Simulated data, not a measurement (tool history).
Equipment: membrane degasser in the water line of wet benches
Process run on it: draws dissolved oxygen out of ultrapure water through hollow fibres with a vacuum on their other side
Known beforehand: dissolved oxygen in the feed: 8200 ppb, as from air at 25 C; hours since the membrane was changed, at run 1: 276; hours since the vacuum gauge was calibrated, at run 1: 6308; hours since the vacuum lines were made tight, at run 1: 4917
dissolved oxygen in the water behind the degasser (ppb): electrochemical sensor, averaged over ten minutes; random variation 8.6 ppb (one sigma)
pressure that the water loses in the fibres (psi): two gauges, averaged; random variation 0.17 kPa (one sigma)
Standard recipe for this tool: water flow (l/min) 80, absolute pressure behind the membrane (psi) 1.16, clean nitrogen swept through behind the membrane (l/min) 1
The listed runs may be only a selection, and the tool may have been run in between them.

run,hour,water flow (l/min),absolute pressure behind the membrane (psi),clean nitrogen swept through behind the membrane (l/min),hours since the membrane was changed,hours since the vacuum gauge was calibrated,hours since the vacuum lines were made tight,dissolved oxygen in the water behind the degasser (ppb),pressure that the water loses in the fibres (psi)
1,0,80,1.16,1,276,6308,4917,889.5,4.129
2,84.5,80,1.16,1,361,6393,5002,876.9,4.184
3,152.9,80,0.94,1,429,6461,5070,718.3,4.205
4,216.6,80,0.94,1,493,6525,5134,726.2,4.235
5,292.6,80,0.94,1,569,6601,5210,715.3,4.229
6,354.2,80,0.94,1,630,6662,5271,702.1,4.215
7,438.7,80,0.94,1,715,6747,5356,718.9,4.221
8,477.5,80,1.392,1,753,6786,5395,1039.2,4.161
9,561.7,80,1.392,1,838,6870,5479,1063.9,4.232
10,620,80,1.392,1,896,6928,5537,1088.3,4.167
11,682,80,1.53,1,958,6990,5599,1183.6,4.206
12,761,80,1.53,1,1037,7069,5678,1178.1,4.18
13,828,80,1.16,1,1104,7136,5745,888.5,4.205
14,892.5,80,1.16,1,1168,7201,5810,895.2,4.238
15,948.4,80,1.365,1,1224,7257,5866,1048.8,4.244
16,988.9,55,0.937,0.95,1265,7297,5906,501.1,2.898
17,1028.9,93,0.937,1.02,1305,7337,5946,815.6,4.911
18,1115.1,90,1.353,0.5,1391,7423,6032,1492.5,4.77
19,1166.4,51,0.753,1,1442,7475,6084,343.7,2.689
20,1256.4,51,0.753,1,1532,7564,6173,340.1,2.68
21,1294.6,90,1.16,0.58,1571,7603,6212,1225.4,4.693
22,1334.6,52,2.267,1,1611,7643,6252,1224.5,2.699
# hour 1356.5: vacuum gauge calibrated
23,1373.1,67,1.266,0.48,1649,17,6290,1134.1,3.537
24,1413.8,80,1.062,0.65,1689,57,6330,927.4,4.221
25,1481.2,80,1.062,0.65,1757,125,6398,936.8,4.209
26,1562.5,62,1.189,0.94,1838,206,6479,725.3,3.301
27,1647.9,55,1.16,1,1923,291,6565,620.5,2.856
28,1702.5,55,1.075,1.34,1978,346,6619,475.9,2.911
29,1769.1,70,1.298,1.11,2045,413,6686,833.3,3.741
30,1823.4,108,1.865,1.6,2099,467,6740,1419.4,5.68

What differs in the tool's unlogged condition from the final listed run ahead of each entry between runs to the first listed run following it?
Between runs 22 and 23: vacuum gauge calibrated (hour 1356.5)
  true pressure behind the membrane over the reading, kPa: 0.26 -> 0.01; air that leaks in behind the membrane, l/min: 0.0283 -> 0.0284
  measured value less the no-hidden-state value, dissolved oxygen in the water behind the degasser (ppb): +23.9 -> -4.2; pressure that the water loses in the fibres (psi): +0.03 -> +0.041

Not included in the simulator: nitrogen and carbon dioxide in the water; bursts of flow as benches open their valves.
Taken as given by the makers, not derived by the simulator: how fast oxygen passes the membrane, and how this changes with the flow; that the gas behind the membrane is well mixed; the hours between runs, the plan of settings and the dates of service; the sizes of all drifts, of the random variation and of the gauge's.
